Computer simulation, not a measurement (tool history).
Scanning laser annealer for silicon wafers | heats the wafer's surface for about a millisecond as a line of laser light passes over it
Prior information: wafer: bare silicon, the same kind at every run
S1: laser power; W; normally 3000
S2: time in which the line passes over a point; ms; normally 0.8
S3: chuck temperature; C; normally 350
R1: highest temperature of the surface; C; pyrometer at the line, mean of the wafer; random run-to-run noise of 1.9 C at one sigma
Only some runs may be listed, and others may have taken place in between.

run,hour,S1,S2,S3,R1
1,0,3000,0.8,350,1118
2,31.3,3000,0.8,350,1118
3,65.8,3000,0.8,350,1115
4,103.6,3000,0.8,350,1117
5,131.9,3000,0.8,370,1136
6,166.9,3000,0.64,370,1056
7,208.4,3000,0.572,370,1021
8,247.2,3000,0.572,370,1022
9,269.4,3000,0.572,370,1021
10,308.4,3000,0.581,350,1004
11,344.4,3000,0.581,350,1007
12,362.4,3000,0.8,350,1112
13,382.7,3000,0.8,350,1115
14,423,3000,0.8,350,1115
15,446.6,3000,0.8,350,1119
16,481.7,3000,0.8,350,1115
17,506,3000,0.8,350,1115
18,543.6,3000,0.8,350,1117
19,560.9,2741,0.8,350,1052
# hour 583.3: optics aligned, line set to its width
20,604.1,3000,0.8,350,1115
21,629.7,3000,0.8,355,1120
22,652.8,2942,0.917,367,1168
23,672.7,2942,0.917,367,1171
24,700.4,2805,0.8,382,1100
25,724.8,3053,0.815,356,1141
26,765.3,3014,0.815,356,1135
27,784,3139,0.8,344,1142
28,805.5,3139,0.8,344,1144
29,840.8,3139,0.8,344,1144
# hour 859.5: window over the wafer cleaned
30,865,3139,0.8,344,1145
31,907.3,2960,0.629,350,1024
32,941.4,3246,0.606,317,1039
33,972.9,2576,0.727,324,954
34,994.8,2576,0.727,324,952
35,1021,2576,0.727,324,955
36,1058.1,2576,0.727,324,955
37,1095.3,2576,0.727,324,957
38,1124,2560,0.649,315,910
39,1166,2610,0.623,346,938
40,1197.2,3000,0.793,311,1074
41,1235.8,2683,0.793,311,996

Below are 4 alternative next runs, each starting from the tool's condition after run 41. Predict each:
A,1259.6,3145,0.609,313,?
B,1259.6,2683,0.885,311,?
C,1259.6,3000,0.911,339,?
D,1259.6,2828,0.793,346,?

run,R1
A,1015
B,1034
C,1160
D,1066
Had the tool no hidden state, the same runs would have come out as:
run,R1
A,1015
B,1034
C,1160
D,1067

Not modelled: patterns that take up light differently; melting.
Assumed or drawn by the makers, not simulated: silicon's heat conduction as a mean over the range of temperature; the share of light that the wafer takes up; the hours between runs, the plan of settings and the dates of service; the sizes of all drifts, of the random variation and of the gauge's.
